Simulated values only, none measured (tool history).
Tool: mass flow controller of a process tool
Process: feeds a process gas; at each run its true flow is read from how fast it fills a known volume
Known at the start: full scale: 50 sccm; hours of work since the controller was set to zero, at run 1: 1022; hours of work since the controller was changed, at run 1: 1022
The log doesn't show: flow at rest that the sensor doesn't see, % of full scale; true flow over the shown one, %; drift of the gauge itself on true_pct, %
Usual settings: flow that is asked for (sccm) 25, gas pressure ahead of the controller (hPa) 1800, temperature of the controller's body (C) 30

run   hour  flow that is asked for (sccm)  gas pressure ahead of the controller (hPa)  temperature of the controller's body (C)  hours of work since the controller was set to zero  hours of work since the controller was changed  true flow (%)
  1      0                             25                                        1800                                        30                                                1022                                            1022          99.33
  2     46                             25                                        1800                                        37                                                1038                                            1038          98.96
  3  104.4                             25                                        1800                                        37                                                1057                                            1057          98.83
  4    179                             25                                        1470                                        30                                                1082                                            1082          99.33
  5  222.5                             25                                        1800                                        30                                                1097                                            1097          99.07
  6  295.1                             25                                        1800                                        30                                                1122                                            1122          99.02
  7  352.2                             25                                        1800                                        30                                                1141                                            1141          99.06
  8  437.8                              7                                        2030                                        38                                                1170                                            1170          98.12
  9  521.8                              7                                        2130                                        30                                                1198                                            1198          98.19
 10    573                              7                                        2130                                        30                                                1215                                            1215          98.16
 11  649.5                              7                                        2130                                        30                                                1241                                            1241          98.03
 12  694.6                             39                                        2600                                        24                                                1256                                            1256          98.79

Forecast each of these 4 alternatives for the next run:
  A  776.7                             20                                        1800                                        36                                                1284                                            1284              ?
  B  776.7                             13                                        1880                                        30                                                1284                                            1284              ?
  C  776.7                             46                                        2600                                        24                                                1284                                            1284              ?
  D  776.7                             39                                        2750                                        24                                                1284                                            1284              ?

run  true flow (%)
  A          98.48
  B          98.48
  C          98.96
  D           98.6
Without the tool's hidden state the same runs would have given:
run  true flow (%)
  A          99.02
  B          99.02
  C           99.5
  D          99.13
